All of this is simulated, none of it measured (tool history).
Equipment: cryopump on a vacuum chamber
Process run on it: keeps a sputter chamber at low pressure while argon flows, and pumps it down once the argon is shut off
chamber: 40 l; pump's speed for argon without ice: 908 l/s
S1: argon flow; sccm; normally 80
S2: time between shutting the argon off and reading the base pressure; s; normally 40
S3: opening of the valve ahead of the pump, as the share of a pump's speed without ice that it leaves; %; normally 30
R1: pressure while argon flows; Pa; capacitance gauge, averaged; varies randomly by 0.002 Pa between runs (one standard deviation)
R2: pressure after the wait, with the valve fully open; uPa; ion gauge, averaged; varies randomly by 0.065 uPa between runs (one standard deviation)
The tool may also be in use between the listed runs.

run    hour   S1   S2  S3      R1    R2
  1       0   80   40  30  0.5128  5.18
  2      41   80   40  30  0.5159  5.32
  3    93.5   80   40  30  0.5208  5.37
  4   162.1   80   40  30  0.5308  5.47
  5     199   80   27  30  0.5394  7.42
  6   228.8   80   40  41  0.4096  5.64
  7     260   80   40  41  0.4149  5.51
  8   320.9   80   40  41  0.4283  5.77
        375  -- pump warmed up, emptied and cooled again
  9   384.9   80   80  41   0.366  3.27
 10     426   80   40  46  0.3285   5.4
 11   468.6   80   40  26  0.5828  5.47
 12   512.2   80   40  26  0.5891  5.54
 13   554.6   80   40  26  0.5955  5.48
 14   604.3   80   40  26  0.6013  5.67
 15   640.2   80   40  26  0.5993  5.71
 16   669.2   80   40  26  0.6044  5.59
 17   740.6   80   40  26  0.6156  5.81
 18   789.3   80   40  26  0.6221  6.01
 19   836.4   90   39  25  0.7359  6.11
 20   873.2   77  139  37   0.448  3.66
      917.4  -- pump warmed up, emptied and cooled again
 21   917.6   98   40  26  0.7069  5.59
 22   965.8   98   40  26  0.7101  5.59
 23  1013.8   98   40  26  0.7117  5.45
     1035.5  -- leaking fittings of the chamber tightened, without venting
 24  1072.9   60   24  30  0.3837  6.75
 25  1137.2   60   24  30  0.3868  6.82
 26  1181.6   60   24  30  0.3954  6.64
 27  1230.4   80   48  30  0.5277  3.73
 28  1289.2   80   58  25  0.6392  3.38
 29  1356.9   90   49  51  0.3906  3.86
 30  1391.3   90  296  19  0.9503  1.31
 31  1448.1   90  296  19  0.9614  1.43
     1460.7  -- pump warmed up, emptied and cooled again
 32  1493.1  144  141  30  0.9008  1.69
 33  1531.9  144  141  30   0.912  1.77

3 ways to go on from here, each from the tool as it stands after run 33. What would each give?
  A  1579.1  125   37  25   ?   ?
  B  1579.1  120   40  20   ?   ?
  C  1579.1   47  141  20   ?   ?

run      R1    R2
  A   0.957  4.82
  B  1.1346  4.56
  C  0.4491  1.79
With no hidden state in the tool, these same runs would have given:
run      R1    R2
  A  0.9344  4.41
  B  1.1131  4.15
  C  0.4406  1.39
